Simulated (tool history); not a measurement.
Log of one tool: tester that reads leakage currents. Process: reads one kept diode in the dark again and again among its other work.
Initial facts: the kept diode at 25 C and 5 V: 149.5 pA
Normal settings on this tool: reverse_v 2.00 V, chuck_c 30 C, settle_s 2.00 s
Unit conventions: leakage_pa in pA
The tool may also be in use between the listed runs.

run	hour	reverse_v	chuck_c	settle_s	leakage_pa
1	0.0	2.00	30	2.00	159.99
2	51.1	2.00	30	2.00	160.48
3	98.5	2.00	44	2.00	420.44
4	134.4	2.00	44	2.00	418.11
5	172.3	2.00	44	2.00	417.85
6	198.9	2.00	44	2.00	419.29
7	240.9	2.00	44	2.00	417.81
8	280.3	2.00	44	2.00	418.19
9	315.5	2.00	44	2.00	416.43
10	342.1	2.00	44	2.00	417.90
11	391.0	2.00	44	2.00	417.49
12	417.4	2.00	44	2.00	416.29
13	439.1	2.00	30	2.00	159.98
14	476.4	2.00	30	2.00	159.64
15	522.1	2.00	30	2.00	160.48
16	560.0	2.86	55	2.00	949.69
17	610.2	1.09	27	4.42	103.96
18	641.2	1.09	27	4.42	103.77
19	683.2	2.95	48	8.47	616.22
20	714.7	2.95	38	0.41	319.31
21	741.7	5.96	46	1.03	690.63
22	767.3	5.96	46	1.03	689.78
23	794.1	7.71	40	0.46	514.36
24	822.5	2.00	57	3.88	951.74
25	860.7	2.00	57	3.88	952.46
26	883.8	2.00	57	3.88	950.00
27	935.9	5.11	44	3.05	570.28
28	978.2	5.11	44	3.05	570.42
29	1021.3	6.33	46	0.35	709.41

Had the tool no unlogged condition, and each run kept its random variation, what would the results have been?
The hidden state here: stray current of the dirty probe card, pA a volt; current scale over the true one, %; true chuck temperature over the reading, C; drift of the gauge itself on leakage_pa, %.
run	leakage_pa
1	159.60
2	160.15
3	425.17
4	422.99
5	422.89
6	424.46
7	423.14
8	423.70
9	422.07
10	423.68
11	423.50
12	422.41
13	160.19
14	159.90
15	160.81
16	966.92
17	104.80
18	104.64
19	626.63
20	322.27
21	697.10
22	696.40
23	512.55
24	973.35
25	974.52
26	972.24
27	576.55
28	576.90
29	717.21
